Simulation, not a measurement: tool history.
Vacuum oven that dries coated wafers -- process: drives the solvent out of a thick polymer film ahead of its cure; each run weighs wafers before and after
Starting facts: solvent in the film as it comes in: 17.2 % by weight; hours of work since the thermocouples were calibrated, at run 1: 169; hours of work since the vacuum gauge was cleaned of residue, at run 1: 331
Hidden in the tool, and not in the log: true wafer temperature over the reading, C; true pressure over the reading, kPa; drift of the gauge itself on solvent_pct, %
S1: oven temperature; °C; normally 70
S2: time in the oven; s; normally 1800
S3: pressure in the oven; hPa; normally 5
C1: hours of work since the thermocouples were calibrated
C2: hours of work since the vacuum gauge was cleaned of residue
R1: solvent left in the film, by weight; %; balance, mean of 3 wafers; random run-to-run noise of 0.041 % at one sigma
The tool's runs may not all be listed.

Run 1, day 0: usual settings; C1 169; C2 331. Result: R1 4.09 %.
Run 2, day 0.929: usual settings; C1 186; C2 348. Result: R1 4.15 %.
Run 3, day 1.608: usual settings; C1 198; C2 361. Result: R1 4.12 %.
Run 4, day 2.517: usual settings; C1 215; C2 377. Result: R1 4.12 %.
Run 5, day 3.296: usual settings but S2 1440 s; C1 229; C2 392. Result: R1 5.24 %.
Run 6, day 3.879: usual settings but S1 63 °C; C1 240; C2 403. Result: R1 7 %.
Run 7, day 4.671: usual settings but S1 63 °C, S2 1620 s; C1 255; C2 417. Result: R1 7.42 %.
Run 8, day 5.346: usual settings but S3 18.32 hPa; C1 267; C2 430. Result: R1 4.54 %.
Run 9, day 5.754: usual settings but S1 76 °C, S2 1140 s, S3 19.14 hPa; C1 275; C2 437. Result: R1 4.47 %.
Run 10, day 6.629: usual settings but S1 76 °C, S2 1140 s, S3 19.14 hPa; C1 291; C2 453. Result: R1 4.38 %.
Run 11, day 7.217: usual settings but S1 76 °C, S2 1140 s, S3 19.14 hPa; C1 302; C2 464. Result: R1 4.43 %.
Run 12, day 7.796: usual settings but S1 76 °C, S2 1140 s, S3 19.14 hPa; C1 313; C2 475. Result: R1 4.43 %.
Run 13, day 8.404: usual settings but S1 76 °C, S2 1140 s, S3 19.14 hPa; C1 324; C2 486. Result: R1 4.41 %.
Run 14, day 9.008: usual settings but S1 74 °C, S2 1020 s, S3 9 hPa; C1 335; C2 497. Result: R1 5.58 %.

Consider 5 possible next runs. They are alternatives, not a sequence: every one starts from the tool as it was left by run 14. What does each give?
Run A, day 9.675: usual settings but S3 4.94 hPa; C1 347; C2 510. Result: R1 ?.
Run B, day 9.675: usual settings but S1 74 °C, S2 1020 s, S3 6.21 hPa; C1 347; C2 510. Result: R1 ?.
Run C, day 9.675: usual settings but S1 84 °C; C1 347; C2 510. Result: R1 ?.
Run D, day 9.675: usual settings but S1 61 °C, S2 1200 s, S3 4.34 hPa; C1 347; C2 510. Result: R1 ?.
Run E, day 9.675: usual settings but S1 76 °C, S2 1560 s, S3 17.36 hPa; C1 347; C2 510. Result: R1 ?.

run    R1
  A  4.18
  B  5.51
  C  0.52
  D  9.49
  E  3.01
Had the tool no hidden state, the same runs would have come out as:
run    R1
  A  4.19
  B  5.53
  C  0.49
  D  9.49
  E  3.01
